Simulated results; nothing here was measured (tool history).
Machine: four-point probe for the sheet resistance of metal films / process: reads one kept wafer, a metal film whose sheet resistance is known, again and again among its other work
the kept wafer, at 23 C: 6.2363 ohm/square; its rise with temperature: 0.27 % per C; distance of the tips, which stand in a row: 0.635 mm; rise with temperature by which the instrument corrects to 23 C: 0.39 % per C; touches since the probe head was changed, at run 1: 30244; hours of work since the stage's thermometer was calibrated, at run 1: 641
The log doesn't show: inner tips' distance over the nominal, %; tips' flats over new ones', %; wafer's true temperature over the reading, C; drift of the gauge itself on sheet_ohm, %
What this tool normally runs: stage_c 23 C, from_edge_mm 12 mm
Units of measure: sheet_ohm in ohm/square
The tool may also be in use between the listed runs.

run   hour  stage_c  from_edge_mm  touches since the probe head was changed  hours of work since the stage's thermometer was calibrated  sheet_ohm
  1      0       23            12                                     30244                                                         641   6.235949
  2   27.7       19            12                                     30752                                                         661    6.26297
  3   70.2       23            12                                     31531                                                         693   6.237996
  4  105.1       23            11                                     32171                                                         718   6.238081
  5  154.2       23            11                                     33069                                                         754    6.23629
  6  195.3       23            11                                     33823                                                         785   6.237383
  7  232.9       23            12                                     34512                                                         813   6.236049
  8  257.1       33            12                                     34956                                                         830   6.166787
  9  290.1       33            12                                     35561                                                         855    6.16697
 10  325.1       33            12                                     36202                                                         881   6.167084
 11  366.6       33            12                                     36963                                                         911    6.17009
 12  422.3       33            12                                     37985                                                         952   6.166566
 13  451.6       33            12                                     38522                                                         974   6.167618
 14  492.9       25            12                                     39278                                                        1005   6.220289
 15  522.3       25            12                                     39818                                                        1026   6.219291
 16  573.7       21             9                                     40760                                                        1064   6.257612
     577.5  -- stage's thermometer calibrated
 17  609.5       19            12                                     41407                                                          24   6.264003
 18  634.9       19            12                                     41872                                                          42    6.26492
 19    687       31            51                                     42827                                                          81   6.169708
     736.3  -- stage's thermometer calibrated, once more
 20  736.3       34            24                                     43721                                                           0   6.149402
 21  778.5       20            31                                     44495                                                          31   6.244611
 22  819.9       23             3                                     45253                                                          62   6.366557
 23  864.9       23             3                                     46079                                                          95   6.366745
 24  893.8       23             3                                     46608                                                         116   6.365618

Some steps in sheet_ohm between neighbouring runs. How much of each would the tool show without its hidden state too (settings, what came in, random variation), and how much is left for the hidden state, with any gauge scatter that isn't in both results?
Run 16 -> 17: stage_c 21 -> 19, from_edge_mm 9 -> 12, stage's thermometer calibrated. sheet_ohm +0.006391 ohm/square: hidden state +0.002232, all else +0.004159.
Run 18 -> 19: stage_c 19 -> 31, from_edge_mm 12 -> 51. sheet_ohm -0.095212 ohm/square: hidden state -0.000164, all else -0.095048.
Run 19 -> 20: stage_c 31 -> 34, from_edge_mm 51 -> 24, stage's thermometer calibrated, once more. sheet_ohm -0.020306 ohm/square: hidden state -0.007043, all else -0.013263.
Run 21 -> 22: stage_c 20 -> 23, from_edge_mm 31 -> 3. sheet_ohm +0.121946 ohm/square: hidden state -0.000307, all else +0.122253.

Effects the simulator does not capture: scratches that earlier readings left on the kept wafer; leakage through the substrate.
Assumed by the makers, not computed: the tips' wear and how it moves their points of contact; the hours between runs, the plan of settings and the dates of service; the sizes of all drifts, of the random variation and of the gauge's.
